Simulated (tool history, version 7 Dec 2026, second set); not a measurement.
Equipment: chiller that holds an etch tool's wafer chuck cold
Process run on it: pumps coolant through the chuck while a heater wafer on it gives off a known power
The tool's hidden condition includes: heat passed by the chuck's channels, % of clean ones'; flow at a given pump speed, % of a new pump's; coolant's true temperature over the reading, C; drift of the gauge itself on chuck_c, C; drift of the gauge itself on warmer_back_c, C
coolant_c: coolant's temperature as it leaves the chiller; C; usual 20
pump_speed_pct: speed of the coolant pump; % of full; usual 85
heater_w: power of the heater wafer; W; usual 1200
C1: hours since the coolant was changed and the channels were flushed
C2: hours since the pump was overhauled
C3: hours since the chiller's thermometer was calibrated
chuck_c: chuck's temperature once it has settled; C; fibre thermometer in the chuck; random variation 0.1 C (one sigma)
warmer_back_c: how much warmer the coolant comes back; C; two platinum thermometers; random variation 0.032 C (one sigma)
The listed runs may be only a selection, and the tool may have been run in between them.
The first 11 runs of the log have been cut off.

Run 12, hour 239.4: usual settings but heater_w 1611 W; C1 771; C2 1169; C3 1979. Result: chuck_c 31.6 C, warmer_back_c 5.58 C.
Run 13, hour 257.6: usual settings but coolant_c 17 C; C1 789; C2 1187; C3 1997. Result: chuck_c 25.4 C, warmer_back_c 4.14 C.
Run 14, hour 274.6: usual settings but heater_w 757 W; C1 806; C2 1204; C3 2014. Result: chuck_c 25.2 C, warmer_back_c 2.64 C.
Run 15, hour 293.2: usual settings but coolant_c 18 C; C1 825; C2 1222; C3 2033. Result: chuck_c 26.5 C, warmer_back_c 4.13 C.
Run 16, hour 316.6: usual settings but pump_speed_pct 87 % of full, heater_w 672 W; C1 848; C2 1246; C3 2056. Result: chuck_c 24.5 C, warmer_back_c 2.26 C.
Run 17, hour 345.2: usual settings but pump_speed_pct 87 % of full, heater_w 672 W; C1 877; C2 1274; C3 2085. Result: chuck_c 24.5 C, warmer_back_c 2.32 C.
Run 18, hour 368.1: usual settings but coolant_c 15 C, pump_speed_pct 65 % of full, heater_w 1143 W; C1 900; C2 1297; C3 2108. Result: chuck_c 24.8 C, warmer_back_c 5.33 C.
Run 19, hour 397: usual settings but coolant_c 15 C, pump_speed_pct 65 % of full, heater_w 1143 W; C1 928; C2 1326; C3 2137. Result: chuck_c 25 C, warmer_back_c 5.41 C.
Run 20, hour 420.1: usual settings but coolant_c 15 C, pump_speed_pct 65 % of full, heater_w 1143 W; C1 952; C2 1349; C3 2160. Result: chuck_c 24.9 C, warmer_back_c 5.39 C.
Run 21, hour 444.6: usual settings but coolant_c 15 C, pump_speed_pct 94 % of full, heater_w 1143 W; C1 976; C2 1374; C3 2184. Result: chuck_c 22.3 C, warmer_back_c 3.54 C.
Run 22, hour 460.5: usual settings but coolant_c 17 C, pump_speed_pct 68 % of full; C1 992; C2 1390; C3 2200. Result: chuck_c 27.1 C, warmer_back_c 5.36 C.
Run 23, hour 480.1: usual settings but pump_speed_pct 87 % of full, heater_w 1210 W; C1 1012; C2 1409; C3 2220. Result: chuck_c 28.5 C, warmer_back_c 4.09 C.
Run 24, hour 503: usual settings but pump_speed_pct 61 % of full, heater_w 1210 W; C1 1035; C2 1432; C3 2243. Result: chuck_c 31.1 C, warmer_back_c 6.03 C.
Run 25, hour 526.4: usual settings but pump_speed_pct 61 % of full, heater_w 1210 W; C1 1058; C2 1456; C3 2266. Result: chuck_c 31 C, warmer_back_c 6.15 C.
Run 26, hour 549.6: usual settings but heater_w 774 W; C1 1081; C2 1479; C3 2289. Result: chuck_c 25.6 C, warmer_back_c 2.68 C.
Run 27, hour 566.5: usual settings but heater_w 774 W; C1 1098; C2 1496; C3 2306. Result: chuck_c 25.5 C, warmer_back_c 2.73 C.
Run 28, hour 590.4: usual settings but heater_w 774 W; C1 1122; C2 1520; C3 2330. Result: chuck_c 25.6 C, warmer_back_c 2.7 C.
Run 29, hour 617.6: usual settings but heater_w 774 W; C1 1149; C2 1547; C3 2357. Result: chuck_c 25.6 C, warmer_back_c 2.72 C.
Run 30, hour 638.5: usual settings but coolant_c 19 C; C1 1170; C2 1568; C3 2378. Result: chuck_c 27.6 C, warmer_back_c 4.18 C.

5 ways to go on from here, each from the tool as it stands after run 30. What would each give?
Run A, hour 659.1: usual settings but coolant_c 25 C, pump_speed_pct 89 % of full, heater_w 1279 W; C1 1191; C2 1588; C3 2399. Result: chuck_c ?, warmer_back_c ?.
Run B, hour 659.1: usual settings but coolant_c 19 C, heater_w 664 W; C1 1191; C2 1588; C3 2399. Result: chuck_c ?, warmer_back_c ?.
Run C, hour 659.1: usual settings but coolant_c 27 C, pump_speed_pct 96 % of full, heater_w 1173 W; C1 1191; C2 1588; C3 2399. Result: chuck_c ?, warmer_back_c ?.
Run D, hour 659.1: usual settings but coolant_c 12 C, pump_speed_pct 67 % of full, heater_w 1508 W; C1 1191; C2 1588; C3 2399. Result: chuck_c ?, warmer_back_c ?.
Run E, hour 659.1: usual settings but coolant_c 13 C, pump_speed_pct 94 % of full, heater_w 955 W; C1 1191; C2 1588; C3 2399. Result: chuck_c ?, warmer_back_c ?.

run  chuck_c  warmer_back_c
  A     33.9           4.22
  B     23.7           2.28
  C     34.8           3.61
  D     25.1           6.92
  E     19.3           2.96
What these runs would have given with no unlogged condition in the tool:
run  chuck_c  warmer_back_c
  A     33.5           4.03
  B     23.6           2.18
  C     34.5           3.44
  D     24.4            6.6
  E     19.1           2.82
